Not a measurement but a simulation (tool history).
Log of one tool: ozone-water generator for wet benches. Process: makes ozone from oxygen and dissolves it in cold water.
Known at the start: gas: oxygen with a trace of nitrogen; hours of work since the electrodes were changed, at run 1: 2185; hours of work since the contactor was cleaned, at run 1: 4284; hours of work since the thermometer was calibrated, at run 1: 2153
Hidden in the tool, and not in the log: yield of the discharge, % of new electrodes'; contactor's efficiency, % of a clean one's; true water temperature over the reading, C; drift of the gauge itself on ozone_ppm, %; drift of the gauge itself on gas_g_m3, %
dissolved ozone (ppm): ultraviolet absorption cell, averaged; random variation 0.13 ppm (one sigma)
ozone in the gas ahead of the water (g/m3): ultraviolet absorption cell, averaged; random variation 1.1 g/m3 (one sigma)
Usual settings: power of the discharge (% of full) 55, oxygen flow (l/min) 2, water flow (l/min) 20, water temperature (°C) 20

run      day  power of the discharge (% of full)  oxygen flow (l/min)  water flow (l/min)  water temperature (°C)  hours of work since the electrodes were changed  hours of work since the contactor was cleaned  hours of work since the thermometer was calibrated  dissolved ozone (ppm)  ozone in the gas ahead of the water (g/m3)
  1        0                                  55                    2                  20                      20                                             2185                                           4284                                                2153                   11.6                                       190.6
  2    3.708                                  55                    2                  20                      20                                             2261                                           4361                                                2229                   11.6                                       192.2
  3    8.962                                  55                    2                  20                      20                                             2370                                           4470                                                2338                   11.4                                       188.7
  4   11.525                                  55                    2                  19                      20                                             2423                                           4523                                                2391                   11.9                                       190.5
  5   14.821                                  55                    2                  19                      20                                             2491                                           4591                                                2459                   12.1                                       189.6
  6   19.204                                  55                    2                  20                      20                                             2582                                           4682                                                2550                   11.5                                       187.5
  7   22.454                                  55                    2                  20                      20                                             2649                                           4749                                                2617                   11.4                                       189.2
  8   26.621                                  55                    2                  20                      18                                             2736                                           4835                                                2704                   11.6                                       187.4
  9   30.408                                  55                    2                  20                      18                                             2814                                           4914                                                2782                   11.7                                       186.5
 10   32.675                                  55                    2                  20                      18                                             2861                                           4961                                                2829                   11.4                                       186.3
 11   36.496                                  55                    2                  20                      18                                             2940                                           5040                                                2908                   11.3                                       186.4
 12   41.596                                  55                    2                  20                      20                                             3045                                           5145                                                3013                   11.1                                       186.3
 13   45.071                                  55                    2                  20                      20                                             3117                                           5217                                                3085                   10.9                                       184.2
 14   50.142                                  55                 2.59                  20                      20                                             3222                                           5322                                                3190                   11.2                                         155
      51.596  -- contactor cleaned
 15   54.908                                  55                    2                  20                      20                                             3317                                             69                                                3285                   11.6                                       185.3
 16   59.575                                  55                    2                  20                      20                                             3414                                            165                                                3382                   11.4                                       182.6
 17   63.458                                  55                    2                  20                      20                                             3494                                            245                                                3462                   11.6                                       184.1
 18   65.871                                  55                  2.8                  20                      20                                             3544                                            295                                                3512                   11.7                                       147.5
 19   69.725                                  69                    2                  20                      20                                             3624                                            375                                                3592                     13                                       208.8
 20   73.971                                  54                 1.99                  16                      18                                             3712                                            463                                                3680                     14                                       181.6
 21     77.2                                  55                    2                  25                      20                                             3779                                            530                                                3747                    9.3                                       182.7
      78.029  -- water thermometer calibrated
 22   79.688                                  55                    2                  25                      20                                             3830                                            581                                                  34                    9.2                                       183.1
 23   83.029                                  55                 1.06                  20                      20                                             3899                                            650                                                 103                   10.3                                       275.5
 24   87.933                                  55                 3.36                  20                      20                                             4000                                            752                                                 205                   11.6                                       128.6
 25    92.45                                  55                 3.36                  20                      20                                             4094                                            845                                                 298                   11.5                                       127.7
 26   95.271                                  55                 1.09                  14                      13                                             4152                                            903                                                 357                   15.4                                       264.9
 27  100.196                                  55                    2                  22                      19                                             4254                                           1005                                                 459                   10.3                                       179.2
 28  103.654                                  87                    2                  22                      19                                             4326                                           1077                                                 530                   12.9                                       227.9
 29  107.712                                  55                    2                  20                      19                                             4410                                           1161                                                 614                     11                                       179.7
 30  111.779                                  55                    2                  20                      19                                             4494                                           1245                                                 698                   11.4                                       176.3
 31  114.646                                  55                    2                  20                      19                                             4553                                           1304                                                 758                   11.1                                       178.5
 32  120.029                                  55                    2                  20                      19                                             4665                                           1416                                                 869                   11.1                                       177.7
 33  123.388                                  86                    2                  27                      21                                             4734                                           1485                                                 939                   10.3                                       221.4
 34  127.971                                  50                 3.16                  15                      21                                             4829                                           1580                                                1034                   13.2                                       124.1

The same runs without the tool's hidden state, with the same run-to-run variation:
run  dissolved ozone (ppm)  ozone in the gas ahead of the water (g/m3)
  1                   12.9                                       202.7
  2                   12.9                                       204.9
  3                   12.9                                       201.8
  4                   13.4                                       204.1
  5                   13.6                                       203.5
  6                     13                                       201.8
  7                     13                                         204
  8                   13.2                                       202.7
  9                   13.3                                       202.1
 10                   13.1                                       202.2
 11                     13                                       202.9
 12                   12.9                                       203.4
 13                   12.7                                       201.6
 14                     13                                       170.3
 15                   12.8                                         204
 16                   12.7                                       201.7
 17                   12.9                                       203.7
 18                   13.2                                       163.5
 19                   14.9                                         236
 20                   15.8                                       202.1
 21                   10.5                                         204
 22                   10.4                                       204.9
 23                   11.7                                         309
 24                   13.2                                       144.7
 25                   13.1                                       144.1
 26                   17.6                                       299.6
 27                   11.8                                       203.3
 28                   15.5                                       269.6
 29                   12.8                                       204.6
 30                   13.2                                       201.6
 31                     13                                       204.4
 32                   12.9                                       204.3
 33                   12.6                                       266.7
 34                   15.4                                       142.1
